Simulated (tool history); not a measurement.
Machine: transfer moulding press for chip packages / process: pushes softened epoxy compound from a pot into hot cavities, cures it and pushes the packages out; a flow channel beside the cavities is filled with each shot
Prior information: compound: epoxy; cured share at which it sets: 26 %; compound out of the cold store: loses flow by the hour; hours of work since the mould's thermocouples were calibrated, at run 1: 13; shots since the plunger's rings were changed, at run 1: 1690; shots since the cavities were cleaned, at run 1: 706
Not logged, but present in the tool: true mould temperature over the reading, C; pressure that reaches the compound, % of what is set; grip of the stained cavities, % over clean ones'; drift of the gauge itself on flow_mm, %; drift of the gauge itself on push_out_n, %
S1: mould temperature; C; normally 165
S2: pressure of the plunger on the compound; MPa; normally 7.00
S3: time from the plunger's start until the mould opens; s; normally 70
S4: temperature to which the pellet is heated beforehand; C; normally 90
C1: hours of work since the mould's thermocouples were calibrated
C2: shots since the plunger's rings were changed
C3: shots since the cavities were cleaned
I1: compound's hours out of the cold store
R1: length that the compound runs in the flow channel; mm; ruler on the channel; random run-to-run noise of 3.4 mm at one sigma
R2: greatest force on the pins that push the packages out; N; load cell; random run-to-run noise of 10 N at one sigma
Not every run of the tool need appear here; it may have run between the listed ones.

Run 1, hour 0.0: usual settings; C1 13; C2 1690; C3 706; I1 25.5. Result: R1 716 mm, R2 472 N.
At hour 11.1: cavities cleaned with cleaning compound and waxed.
At hour 60.9: cavities cleaned with cleaning compound and waxed.
At hour 67.7: plunger's sealing rings changed.
Run 2, hour 81.9: usual settings; C1 67; C2 246; C3 322; I1 30.4. Result: R1 701 mm, R2 475 N.
At hour 111.9: cavities cleaned with cleaning compound and waxed.
At hour 159.9: cavities cleaned with cleaning compound and waxed.
Run 3, hour 159.9: usual settings but S3 51 s; C1 121; C2 1546; C3 0; I1 27.1. Result: R1 714 mm, R2 1058 N.
At hour 208.3: cavities cleaned with cleaning compound and waxed.
Run 4, hour 214.9: usual settings; C1 159; C2 2473; C3 114; I1 9.2. Result: R1 778 mm, R2 480 N.
At hour 234.8: plunger's sealing rings changed.
At hour 258.8: cavities cleaned with cleaning compound and waxed.
Run 5, hour 269.5: usual settings; C1 195; C2 576; C3 186; I1 46.5. Result: R1 649 mm, R2 452 N.
At hour 306.9: cavities cleaned with cleaning compound and waxed.
Run 6, hour 341.2: usual settings; C1 245; C2 1793; C3 595; I1 21.5. Result: R1 729 mm, R2 488 N.
At hour 354.9: cavities cleaned with cleaning compound and waxed.
At hour 399.3: plunger's sealing rings changed.
At hour 405.2: cavities cleaned with cleaning compound and waxed.
Run 7, hour 405.2: usual settings but S4 96 C; C1 287; C2 76; C3 0; I1 17.9. Result: R1 752 mm, R2 473 N.
At hour 455.4: cavities cleaned with cleaning compound and waxed.
Run 8, hour 481.1: usual settings but S4 96 C; C1 340; C2 1366; C3 445; I1 40.0. Result: R1 669 mm, R2 437 N.
At hour 503.9: cavities cleaned with cleaning compound and waxed.
Run 9, hour 544.4: usual settings but S4 94 C; C1 385; C2 2438; C3 703; I1 18.6. Result: R1 745 mm, R2 478 N.
At hour 552.9: cavities cleaned with cleaning compound and waxed.
At hour 561.3: mould's thermocouples calibrated.
At hour 568.8: plunger's sealing rings changed.
Run 10, hour 591.9: usual settings but S4 94 C; C1 20; C2 400; C3 597; I1 19.1. Result: R1 736 mm, R2 469 N.
At hour 610.3: cavities cleaned with cleaning compound and waxed.
Run 11, hour 654.8: usual settings but S1 158 C; C1 64; C2 1464; C3 770; I1 11.9. Result: R1 794 mm, R2 871 N.
At hour 664.6: cavities cleaned with cleaning compound and waxed.
At hour 714.6: cavities cleaned with cleaning compound and waxed.
At hour 733.5: plunger's sealing rings changed.
Run 12, hour 750.0: usual settings but S1 158 C, S4 91 C; C1 128; C2 287; C3 571; I1 14.0. Result: R1 779 mm, R2 911 N.
At hour 767.5: cavities cleaned with cleaning compound and waxed.
At hour 817.7: cavities cleaned with cleaning compound and waxed.
Run 13, hour 832.4: usual settings but S1 162 C, S2 6.23 MPa, S3 106 s, S4 88 C; C1 185; C2 1662; C3 253; I1 45.9. Result: R1 614 mm, R2 307 N.
At hour 867.9: cavities cleaned with cleaning compound and waxed.
At hour 896.8: plunger's sealing rings changed.
Run 14, hour 907.5: usual settings but S1 172 C, S2 7.99 MPa, S3 106 s, S4 97 C; C1 235; C2 185; C3 642; I1 28.3. Result: R1 732 mm, R2 294 N.
At hour 919.6: cavities cleaned with cleaning compound and waxed.
Run 15, hour 949.3: usual settings but S1 172 C, S2 7.99 MPa, S3 106 s, S4 97 C; C1 264; C2 884; C3 515; I1 29.0. Result: R1 736 mm, R2 290 N.
At hour 973.8: cavities cleaned with cleaning compound and waxed.
Run 16, hour 993.2: usual settings but S2 5.27 MPa; C1 295; C2 1619; C3 336; I1 15.7. Result: R1 658 mm, R2 493 N.
At hour 1025.4: cavities cleaned with cleaning compound and waxed.
Run 17, hour 1056.5: usual settings but S1 172 C, S4 81 C; C1 339; C2 2691; C3 540; I1 27.4. Result: R1 694 mm, R2 341 N.
At hour 1066.0: plunger's sealing rings changed.
At hour 1075.8: cavities cleaned with cleaning compound and waxed.
Run 18, hour 1116.3: usual settings but S1 172 C, S4 81 C; C1 379; C2 846; C3 702; I1 11.3. Result: R1 760 mm, R2 348 N.
At hour 1128.9: cavities cleaned with cleaning compound and waxed.
At hour 1143.8: mould's thermocouples calibrated.
Run 19, hour 1165.1: usual settings but S1 162 C, S3 100 s; C1 15; C2 1632; C3 592; I1 47.3. Result: R1 651 mm, R2 318 N.
At hour 1182.8: cavities cleaned with cleaning compound and waxed.
Run 20, hour 1218.9: usual settings but S1 162 C, S3 100 s; C1 53; C2 2539; C3 627; I1 33.1. Result: R1 696 mm, R2 315 N.
At hour 1231.0: plunger's sealing rings changed.
At hour 1232.5: cavities cleaned with cleaning compound and waxed.
At hour 1284.6: cavities cleaned with cleaning compound and waxed.
Run 21, hour 1302.4: usual settings but S1 162 C, S3 100 s; C1 108; C2 1184; C3 308; I1 28.6. Result: R1 711 mm, R2 324 N.

What if the next run were any one of these 5? Each begins from the tool's condition after run 21:
At hour 1331.9: cavities cleaned with cleaning compound and waxed.
Run A, hour 1351.4: usual settings but S1 168 C, S2 6.33 MPa, S3 100 s; C1 142; C2 2008; C3 337; I1 14.5. Result: R1 ?, R2 ?.
At hour 1331.9: cavities cleaned with cleaning compound and waxed.
Run B, hour 1351.4: usual settings but S1 173 C, S2 6.29 MPa, S3 100 s, S4 100 C; C1 142; C2 2008; C3 337; I1 40.6. Result: R1 ?, R2 ?.
At hour 1331.9: cavities cleaned with cleaning compound and waxed.
Run C, hour 1351.4: usual settings but S2 5.98 MPa, S3 72 s; C1 142; C2 2008; C3 337; I1 40.1. Result: R1 ?, R2 ?.
At hour 1331.9: cavities cleaned with cleaning compound and waxed.
Run D, hour 1351.4: usual settings but S1 161 C, S2 6.99 MPa, S3 53 s; C1 142; C2 2008; C3 337; I1 10.4. Result: R1 ?, R2 ?.
At hour 1331.9: cavities cleaned with cleaning compound and waxed.
Run E, hour 1351.4: usual settings but S1 170 C, S2 7.64 MPa, S3 100 s; C1 142; C2 2008; C3 337; I1 25.2. Result: R1 ?, R2 ?.

run   R1    R2
  A  708   280
  B  612   296
  C  613   436
  D  789  1304
  E  740   289
With the hidden condition removed and each run's random variation left untouched, the same runs would have given:
run   R1    R2
  A  709   279
  B  612   295
  C  614   434
  D  789  1299
  E  740   288
